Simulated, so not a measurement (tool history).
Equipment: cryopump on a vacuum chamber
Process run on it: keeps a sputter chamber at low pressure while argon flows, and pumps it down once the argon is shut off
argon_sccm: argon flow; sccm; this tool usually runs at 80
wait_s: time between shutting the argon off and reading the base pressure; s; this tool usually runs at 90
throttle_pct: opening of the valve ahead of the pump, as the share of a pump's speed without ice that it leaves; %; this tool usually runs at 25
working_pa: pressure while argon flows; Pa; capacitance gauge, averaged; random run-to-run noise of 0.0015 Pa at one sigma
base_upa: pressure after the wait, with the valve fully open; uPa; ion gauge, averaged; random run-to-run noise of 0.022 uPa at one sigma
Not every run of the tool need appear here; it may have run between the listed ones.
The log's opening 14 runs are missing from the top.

run      day  argon_sccm  wait_s  throttle_pct  hours of work since the pump was warmed up and emptied  hours of work since the cold head was overhauled  hours of work since the chamber's fittings were tightened  working_pa  base_upa
 15   42.900          80      90            25                                                     915                                               915                                                       3746      0.3761      1.98
 16   46.996          80      90            25                                                     967                                               967                                                       3798      0.3776      2.04
 17   50.358          80      90            25                                                    1010                                              1010                                                       3841      0.3784      2.18
 18   52.300          80      90            25                                                    1034                                              1034                                                       3866      0.3819      2.12
 19   55.788          80     124            23                                                    1078                                              1078                                                       3910      0.4107      2.09
      56.142  -- leaking fittings of the chamber tightened, without venting
 20   58.558          57     102            23                                                    1112                                              1112                                                         31      0.2932      0.69
 21   60.912          57     102            23                                                    1142                                              1142                                                         60      0.2948      0.75
      61.496  -- pump warmed up, emptied and cooled again
 22   65.508          57     102            19                                                      51                                              1198                                                        116      0.3270      0.64
 23   68.242          83     102            28                                                      86                                              1233                                                        151      0.3232      0.63
 24   71.000         116      27            28                                                     120                                              1268                                                        186      0.4578      1.71
 25   74.533          80     262            16                                                     165                                              1312                                                        230      0.5484      0.43
 26   78.333          84     287            25                                                     213                                              1360                                                        279      0.3711      0.47
 27   80.238          84     287            25                                                     238                                              1385                                                        303      0.3681      0.46
 28   83.129          84     287            25                                                     274                                              1421                                                        339      0.3741      0.49
 29   87.167          51     265            25                                                     325                                              1472                                                        391      0.2278      0.48
 30   89.900          51     265            25                                                     360                                              1507                                                        425      0.2278      0.52
 31   93.742         104     163            25                                                     409                                              1556                                                        474      0.4690      0.65
 32   96.533         104     163            25                                                     444                                              1591                                                        509      0.4647      0.66
 33   98.379          34      22            25                                                     467                                              1615                                                        533      0.1523      2.14
 34  101.738          73      90            25                                                     510                                              1657                                                        575      0.3305      0.90
 35  105.800         152      90            18                                                     561                                              1709                                                        627      0.9470      0.89

3 options for the next run, each taken on its own from the tool as it stands now. Forecast them:
  A  108.412          80     294            28                                                     595                                              1742                                                        660           ?         ?
  B  108.412         103      47            18                                                     595                                              1742                                                        660           ?         ?
  C  108.412         152      52            18                                                     595                                              1742                                                        660           ?         ?

run  working_pa  base_upa
  A      0.3297      0.62
  B      0.6418      1.28
  C      0.9476      1.27
With no hidden state in the tool, these same runs would have given:
run  working_pa  base_upa
  A      0.3130      0.34
  B      0.6205      1.01
  C      0.9163      0.98

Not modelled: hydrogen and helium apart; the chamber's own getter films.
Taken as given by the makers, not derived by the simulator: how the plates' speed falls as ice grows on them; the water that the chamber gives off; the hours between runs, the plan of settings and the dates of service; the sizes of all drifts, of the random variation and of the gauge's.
